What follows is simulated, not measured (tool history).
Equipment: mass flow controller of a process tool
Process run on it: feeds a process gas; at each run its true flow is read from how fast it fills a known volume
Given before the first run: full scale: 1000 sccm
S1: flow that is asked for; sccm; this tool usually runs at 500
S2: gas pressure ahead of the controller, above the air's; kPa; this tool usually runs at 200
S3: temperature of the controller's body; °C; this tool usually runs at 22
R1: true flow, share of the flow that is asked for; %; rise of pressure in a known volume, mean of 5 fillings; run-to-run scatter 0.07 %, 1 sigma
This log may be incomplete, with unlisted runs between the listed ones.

| run | day | S1 | S2 | S3 | R1 |
|---|---|---|---|---|---|
| 1 | 0.000 | 500 | 200 | 22 | 98.78 |
| 2 | 5.567 | 716 | 200 | 22 | 99.04 |
| 3 | 10.079 | 716 | 200 | 22 | 98.92 |
| 4 | 14.688 | 807 | 200 | 22 | 99.26 |
| 5 | 19.638 | 727 | 200 | 22 | 99.00 |
| 6 | 26.612 | 727 | 200 | 22 | 99.03 |
| 7 | 33.912 | 500 | 200 | 22 | 98.68 |
| 8 | 37.838 | 500 | 200 | 22 | 98.70 |
| 9 | 46.775 | 500 | 241 | 22 | 98.48 |
| 10 | 55.075 | 500 | 241 | 22 | 98.58 |
| 11 | 61.508 | 500 | 241 | 22 | 98.53 |
| 12 | 66.808 | 500 | 241 | 36 | 100.04 |
| 13 | 75.708 | 500 | 158 | 36 | 100.28 |
| 14 | 80.146 | 500 | 158 | 36 | 100.25 |
| 15 | 88.558 | 500 | 158 | 36 | 100.29 |
| 16 | 97.079 | 500 | 146 | 22 | 98.90 |
| 17 | 101.412 | 500 | 146 | 22 | 98.99 |
| 18 | 105.767 | 500 | 146 | 22 | 98.87 |
| 19 | 112.104 | 141 | 248 | 25 | 100.89 |
| 20 | 117.483 | 500 | 279 | 26 | 98.92 |
| 21 | 122.183 | 500 | 168 | 33 | 99.93 |
| 22 | 126.658 | 127 | 145 | 29 | 102.32 |
| 23 | 133.017 | 245 | 272 | 29 | 99.87 |
|  | 133.879 | controller's zero set anew |
| 24 | 138.483 | 245 | 272 | 29 | 101.33 |
| 25 | 144.925 | 245 | 272 | 23 | 100.67 |
| 26 | 154.021 | 500 | 173 | 23 | 99.71 |
|  | 158.538 | controller's zero set anew, once more |
| 27 | 160.175 | 134 | 173 | 23 | 96.99 |
| 28 | 167.988 | 500 | 234 | 20 | 97.34 |
| 29 | 175.904 | 500 | 234 | 20 | 97.14 |
| 30 | 180.000 | 340 | 239 | 30 | 98.07 |
| 31 | 188.046 | 107 | 273 | 35 | 98.14 |
| 32 | 195.267 | 165 | 192 | 20 | 96.92 |
| 33 | 201.404 | 165 | 192 | 20 | 97.02 |
| 34 | 207.312 | 226 | 192 | 35 | 98.49 |

4 ways to go on from here, each from the tool as it stands after run 34. What would each give?
| A | 211.417 | 578 | 200 | 22 | ? |
| B | 211.417 | 234 | 201 | 39 | ? |
| C | 211.417 | 577 | 200 | 36 | ? |
| D | 211.417 | 372 | 189 | 35 | ? |

| run | R1 |
|---|---|
| A | 97.74 |
| B | 98.97 |
| C | 99.02 |
| D | 98.80 |
With no hidden state in the tool, these same runs would have given:
| run | R1 |
|---|---|
| A | 98.69 |
| B | 99.63 |
| C | 99.98 |
| D | 99.65 |
